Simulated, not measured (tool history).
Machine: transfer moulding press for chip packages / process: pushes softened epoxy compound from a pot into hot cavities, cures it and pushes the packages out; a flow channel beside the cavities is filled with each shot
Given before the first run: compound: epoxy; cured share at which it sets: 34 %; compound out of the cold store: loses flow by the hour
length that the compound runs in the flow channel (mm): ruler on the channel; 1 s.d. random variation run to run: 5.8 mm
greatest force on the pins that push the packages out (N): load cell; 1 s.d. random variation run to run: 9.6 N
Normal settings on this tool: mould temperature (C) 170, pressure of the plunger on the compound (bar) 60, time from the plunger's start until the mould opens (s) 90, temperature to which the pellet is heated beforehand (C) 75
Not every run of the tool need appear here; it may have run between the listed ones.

run	hour	mould temperature (C)	pressure of the plunger on the compound (bar)	time from the plunger's start until the mould opens (s)	temperature to which the pellet is heated beforehand (C)	incoming compound's hours out of the cold store	length that the compound runs in the flow channel (mm)	greatest force on the pins that push the packages out (N)
1	0	170	60	90	75	13.2	881	493
2	13.9	170	60	85	75	47.6	773	620
3	20.8	170	60	85	75	24.9	833	705
4	31	170	60	85	75	13.4	871	797
5	45.1	170	67.4	90	75	34	859	713
6	59.6	170	67.4	90	72	38.6	829	768
7	73.2	170	67.4	90	72	32.2	841	784
8	87.7	170	67.4	90	72	19.7	876	830
# hour 90.2: cavities cleaned with cleaning compound and waxed
9	99.2	170	67.4	90	72	40.6	820	516
# hour 104.5: mould's thermocouples calibrated
10	111.1	170	67.4	90	72	32.1	838	615
11	124.8	170	48.8	90	75	26.3	726	671
12	136.9	170	48.8	90	75	37.7	698	688
13	147.9	170	48.8	90	75	24.4	730	761
14	159.3	170	60	90	75	15.8	828	801
15	172.8	170	60	90	75	23.9	794	767
# hour 183: cavities cleaned with cleaning compound and waxed
16	184.6	170	60	90	75	30.3	784	466
# hour 191.2: plunger's sealing rings changed
17	202.3	170	60	90	75	33.8	838	578
18	210.2	173	57.1	109	79	10.7	884	458
19	218.7	167	56.1	90	75	11.3	874	890
20	234.8	167	56.1	90	75	39.4	791	862
21	248.8	165	63.5	101	66	34.8	870	825
22	261.9	163	60	126	75	45.2	795	628
23	268.7	170	63	71	75	21.5	888	1447
# hour 276.4: cavities cleaned with cleaning compound and waxed
24	286.3	163	73.5	71	74	37.5	919	1432
25	295	163	73.5	71	74	36.7	919	1517
26	306.8	168	50.6	90	74	40.7	740	694
27	318.8	168	50.6	90	74	37.2	736	768
28	333.8	168	50.6	90	74	10.5	815	865

What if the next run were any one of these 4? Each begins from the tool's condition after run 28:
A	343.2	166	48.2	126	74	10.9	?	?
B	343.2	176	60	71	75	44.7	?	?
C	343.2	168	50.6	90	76	16.1	?	?
D	343.2	175	54.5	93	74	29.4	?	?

run	length that the compound runs in the flow channel (mm)	greatest force on the pins that push the packages out (N)
A	790	562
B	754	888
C	802	881
D	769	572
Stripped of hidden state, with their random variation kept, the same runs would have yielded:
run	length that the compound runs in the flow channel (mm)	greatest force on the pins that push the packages out (N)
A	819	333
B	782	523
C	831	521
D	796	339
